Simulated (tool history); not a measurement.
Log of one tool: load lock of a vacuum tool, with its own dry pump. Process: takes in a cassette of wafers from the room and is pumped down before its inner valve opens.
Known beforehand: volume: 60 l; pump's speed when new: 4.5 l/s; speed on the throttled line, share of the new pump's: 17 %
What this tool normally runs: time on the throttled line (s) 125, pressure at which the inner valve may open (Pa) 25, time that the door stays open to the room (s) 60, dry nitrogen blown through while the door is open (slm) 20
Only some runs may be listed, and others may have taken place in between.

| run | day | time on the throttled line (s) | pressure at which the inner valve may open (Pa) | time that the door stays open to the room (s) | dry nitrogen blown through while the door is open (slm) | incoming humidity of the room's air, % | time from the closed door until the inner valve may open (s) | rise of the pressure with all valves shut (Pa/min) |
|---|---|---|---|---|---|---|---|---|
| 1 | 0.000 | 125 | 25 | 60 | 20 | 47.0 | 216.4 | 0.159 |
| 2 | 10.546 | 125 | 25 | 60 | 20 | 45.3 | 216.2 | 0.163 |
| 3 | 31.688 | 125 | 42 | 60 | 20 | 48.4 | 210.5 | 0.173 |
| 4 | 43.971 | 125 | 42 | 60 | 20 | 40.8 | 209.0 | 0.181 |
| 5 | 56.933 | 63 | 25 | 60 | 20 | 42.9 | 166.7 | 0.178 |
| 6 | 76.808 | 125 | 25 | 60 | 20 | 42.8 | 217.7 | 0.199 |
| 7 | 88.412 | 125 | 25 | 60 | 20 | 45.0 | 219.1 | 0.204 |
| 8 | 111.583 | 125 | 22 | 60 | 8 | 45.3 | 222.2 | 0.235 |
| 9 | 126.100 | 125 | 31 | 60 | 26 | 43.6 | 214.4 | 0.222 |
| 10 | 135.979 | 125 | 24 | 41 | 42 | 45.6 | 219.3 | 0.225 |
| 11 | 151.983 | 92 | 24 | 196 | 42 | 43.9 | 194.8 | 0.251 |
| 12 | 171.983 | 125 | 23 | 60 | 17 | 46.4 | 223.1 | 0.261 |
| 13 | 192.038 | 125 | 23 | 60 | 17 | 42.8 | 222.3 | 0.282 |
| 14 | 209.454 | 125 | 36 | 60 | 20 | 43.0 | 217.1 | 0.295 |

How would selected steps in time from the closed door until the inner valve may open (s) from run to run divide? Give the signed amount a tool lacking its hidden state would still show from settings, what came in and random variation, and the signed amount left for the hidden state, including any gauge scatter that is not in both of the compared results.
What the log doesn't record here: pump's speed, % of a new pump's; leak at the door's seal, Pa l/s; drift of the gauge itself on ready_s, %; drift of the gauge itself on rise_pa_min, %.
Run 5 -> 6: time on the throttled line (s) 63 -> 125. time from the closed door until the inner valve may open (s) +51.0: hidden state +0.1, all else +50.9.
Run 10 -> 11: time on the throttled line (s) 125 -> 92, time that the door stays open to the room (s) 41 -> 196. time from the closed door until the inner valve may open (s) -24.5: hidden state +1.0, all else -25.5.
